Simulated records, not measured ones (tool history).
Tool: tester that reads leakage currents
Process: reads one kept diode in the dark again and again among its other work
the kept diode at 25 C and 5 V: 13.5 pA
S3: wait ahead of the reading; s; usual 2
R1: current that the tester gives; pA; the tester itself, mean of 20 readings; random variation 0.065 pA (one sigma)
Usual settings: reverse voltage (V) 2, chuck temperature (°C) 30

Run 1, day 0: usual settings. Result: R1 17.56 pA.
Run 2, day 6.592: usual settings. Result: R1 17.72 pA.
Run 3, day 10.338: usual settings but S3 6.31 s. Result: R1 17.51 pA.
Run 4, day 13.629: usual settings but S3 6.31 s. Result: R1 17.71 pA.
Run 5, day 17.225: usual settings but S3 6.2 s. Result: R1 17.63 pA.
Run 6, day 20.329: usual settings but S3 6.2 s. Result: R1 17.72 pA.
Run 7, day 26.333: usual settings but S3 6.2 s. Result: R1 17.87 pA.
Run 8, day 31.971: usual settings but S3 6.2 s. Result: R1 17.95 pA.
Run 9, day 37.854: usual settings. Result: R1 18.3 pA.
Run 10, day 43.742: usual settings but reverse voltage (V) 4.99. Result: R1 31.21 pA.
At day 45.283: chuck's temperature calibrated.
Run 11, day 50.612: usual settings but reverse voltage (V) 4.99. Result: R1 27.17 pA.
Run 12, day 56.004: usual settings but S3 0.47 s. Result: R1 16.95 pA.
Run 13, day 60.242: usual settings but S3 0.47 s. Result: R1 17.02 pA.
Run 14, day 63.717: usual settings but chuck temperature (°C) 49, S3 0.47 s. Result: R1 78.45 pA.
Run 15, day 68.112: usual settings. Result: R1 16.24 pA.
Run 16, day 74.271: usual settings. Result: R1 16.38 pA.
At day 74.754: probe card cleaned and baked.
Run 17, day 79.6: usual settings but reverse voltage (V) 14.78. Result: R1 42.21 pA.
Run 18, day 85.025: usual settings but reverse voltage (V) 14.78. Result: R1 42.76 pA.
Run 19, day 91.596: usual settings but reverse voltage (V) 14.78. Result: R1 43.15 pA.
Run 20, day 95.179: usual settings but S3 0.79 s. Result: R1 15.41 pA.
Run 21, day 98.612: usual settings but S3 0.79 s. Result: R1 15.47 pA.
Run 22, day 101.954: usual settings but reverse voltage (V) 1.08, chuck temperature (°C) 26, S3 4.2 s. Result: R1 7.31 pA.
Run 23, day 105.271: usual settings but reverse voltage (V) 9.34, chuck temperature (°C) 55, S3 6.93 s. Result: R1 280.1 pA.

The next listed run, before its measurement:
Run 24, day 110.371: usual settings but reverse voltage (V) 1.25, chuck temperature (°C) 41. Result: R1 ?.

Run 24 gave R1 31.41 pA.
Without the tool's hidden state the same run would have given R1 29.64 pA.
